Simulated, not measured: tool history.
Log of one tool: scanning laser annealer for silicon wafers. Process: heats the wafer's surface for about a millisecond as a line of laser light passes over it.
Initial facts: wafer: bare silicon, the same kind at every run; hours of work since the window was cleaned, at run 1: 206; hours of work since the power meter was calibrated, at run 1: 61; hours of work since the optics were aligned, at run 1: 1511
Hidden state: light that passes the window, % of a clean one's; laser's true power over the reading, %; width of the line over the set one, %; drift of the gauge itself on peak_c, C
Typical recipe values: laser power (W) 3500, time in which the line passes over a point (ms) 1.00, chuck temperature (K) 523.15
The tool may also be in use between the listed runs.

run,hour,laser power (W),time in which the line passes over a point (ms),chuck temperature (K),hours of work since the window was cleaned,hours of work since the power meter was calibrated,hours of work since the optics were aligned,highest temperature of the surface (K)
1,0.0,3500,1.00,523.15,206,61,1511,1266.15
2,8.7,3500,1.00,523.15,210,65,1515,1267.15
3,14.7,3500,1.00,523.15,213,68,1519,1267.15
4,23.7,3500,1.00,523.15,218,73,1523,1265.15
5,31.9,3500,1.00,505.15,222,77,1527,1248.15
6,37.1,3500,1.00,505.15,225,80,1530,1249.15
7,45.4,3500,1.00,523.15,229,84,1534,1264.15
8,54.5,3500,1.00,523.15,234,89,1539,1265.15
9,60.9,3500,1.00,523.15,237,92,1542,1266.15
10,67.6,3500,1.00,523.15,240,95,1546,1264.15
11,77.1,3491,1.00,523.15,245,100,1550,1260.15
12,85.9,3500,0.89,523.15,250,105,1555,1225.15
13,94.7,3500,0.89,523.15,254,109,1559,1224.15
14,99.5,3500,0.89,523.15,257,112,1562,1222.15
15,108.3,3500,0.89,523.15,261,116,1566,1225.15
16,116.7,3500,0.89,523.15,265,121,1571,1223.15
17,123.1,3500,0.89,523.15,269,124,1574,1224.15
18,128.1,3500,0.89,523.15,271,126,1577,1224.15
19,135.0,3500,1.00,523.15,275,130,1580,1264.15
20,139.7,3500,1.00,496.15,277,132,1582,1238.15
21,145.6,3500,1.00,523.15,280,135,1585,1264.15
22,150.2,3500,1.00,523.15,282,138,1588,1263.15
23,155.9,3354,1.00,523.15,285,141,1591,1230.15
24,165.0,3348,0.77,496.15,290,145,1595,1118.15
# hour 167.7: window over the wafer cleaned
25,172.4,3348,0.77,496.15,2,148,1598,1116.15
26,178.7,3348,0.77,496.15,6,151,1601,1117.15
27,187.9,3348,0.77,546.15,10,156,1606,1166.15
28,192.1,3582,0.94,556.15,12,158,1608,1293.15
29,199.7,3305,1.12,523.15,16,162,1612,1257.15
30,206.0,3273,1.12,523.15,20,165,1615,1249.15
# hour 208.9: window over the wafer cleaned, once more
31,214.2,3273,1.12,523.15,3,168,1618,1254.15
32,221.2,3273,1.12,523.15,6,172,1622,1253.15
33,229.6,3273,1.12,523.15,11,176,1626,1253.15
34,237.9,3437,1.18,524.15,15,180,1631,1311.15
35,245.6,3453,1.18,524.15,19,184,1634,1316.15
36,255.0,3382,0.82,524.15,24,189,1639,1174.15
37,259.9,3216,0.82,523.15,26,192,1642,1140.15
38,266.7,3787,0.92,523.15,30,195,1645,1300.15
39,271.3,3787,0.92,523.15,32,197,1648,1299.15
40,277.1,3540,0.82,510.15,35,200,1651,1191.15
41,286.4,3540,0.82,510.15,40,205,1655,1194.15
42,293.4,3500,1.22,523.15,43,209,1659,1340.15

Some steps in highest temperature of the surface (K), run to run, broken into two amounts with sign: the step expected even without the hidden condition (settings, incoming material, random variation), and the rest, left for the hidden condition together with whatever gauge scatter is not in both the measured and the hidden-condition-free result:
Run 30 -> 31: window over the wafer cleaned, once more. highest temperature of the surface (K) +5.00: hidden state +4.00, all else +1.00.
Run 35 -> 36: laser power (W) 3453 -> 3382, time in which the line passes over a point (ms) 1.18 -> 0.82. highest temperature of the surface (K) -142.00: hidden state +5.00, all else -147.00.
Run 37 -> 38: laser power (W) 3216 -> 3787, time in which the line passes over a point (ms) 0.82 -> 0.92. highest temperature of the surface (K) +160.00: hidden state -5.00, all else +165.00.
Run 41 -> 42: laser power (W) 3540 -> 3500, time in which the line passes over a point (ms) 0.82 -> 1.22, chuck temperature (K) 510.15 -> 523.15. highest temperature of the surface (K) +146.00: hidden state -3.00, all else +149.00.
